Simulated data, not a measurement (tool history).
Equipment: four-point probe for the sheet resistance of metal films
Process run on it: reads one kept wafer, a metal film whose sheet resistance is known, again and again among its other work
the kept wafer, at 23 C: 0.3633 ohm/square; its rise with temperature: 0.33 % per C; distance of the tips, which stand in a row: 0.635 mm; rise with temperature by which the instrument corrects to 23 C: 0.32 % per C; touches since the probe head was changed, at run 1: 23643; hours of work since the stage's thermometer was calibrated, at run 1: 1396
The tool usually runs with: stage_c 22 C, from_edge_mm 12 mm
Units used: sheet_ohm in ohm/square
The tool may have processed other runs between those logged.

run,hour,stage_c,from_edge_mm,touches since the probe head was changed,hours of work since the stage's thermometer was calibrated,sheet_ohm
1,0,22,12,23643,1396,0.362221
2,39.1,22,12,24766,1424,0.362346
3,73.1,22,12,25741,1449,0.362425
4,93,22,12,26312,1463,0.362391
5,136.4,22,34,27558,1495,0.361868
6,160.9,22,34,28261,1512,0.361962
7,200.3,22,34,29391,1541,0.361953
8,243.7,22,12,30637,1572,0.362573
9,284.5,22,12,31807,1601,0.362728
10,313.8,22,12,32648,1623,0.362581
# hour 342: stage's thermometer calibrated
11,343.2,19,12,33478,1,0.362532
12,376.5,22,12,34433,25,0.362435
13,397.8,22,3,35043,40,0.370626
# hour 417.8: stage's thermometer calibrated, once more
14,445.1,22,3,36387,20,0.371102
15,469.5,22,12,37087,37,0.363219
16,499.5,22,12,37948,59,0.363174
17,548.4,22,12,39351,94,0.363193
18,569.2,22,12,39949,109,0.363382
19,590.6,22,12,40563,125,0.363232
20,612.5,25,12,41190,140,0.363376
21,648.4,19,12,42221,166,0.363311
22,669.9,19,12,42839,182,0.363418
23,693.2,19,12,43506,199,0.363254
24,740.8,19,8,44871,233,0.364126
25,789.2,22,8,46261,268,0.364028
26,819,29,4,47115,290,0.367914
27,851.1,21,14,48036,313,0.363483
28,876.7,22,14,48771,331,0.363429

The next listed run, before its measurement:
29,904.1,22,14,49558,351,?

Run 29 measured sheet_ohm 0.363306 ohm/square.
Had the tool carried no hidden state, the very same run would have given sheet_ohm 0.363564 ohm/square.
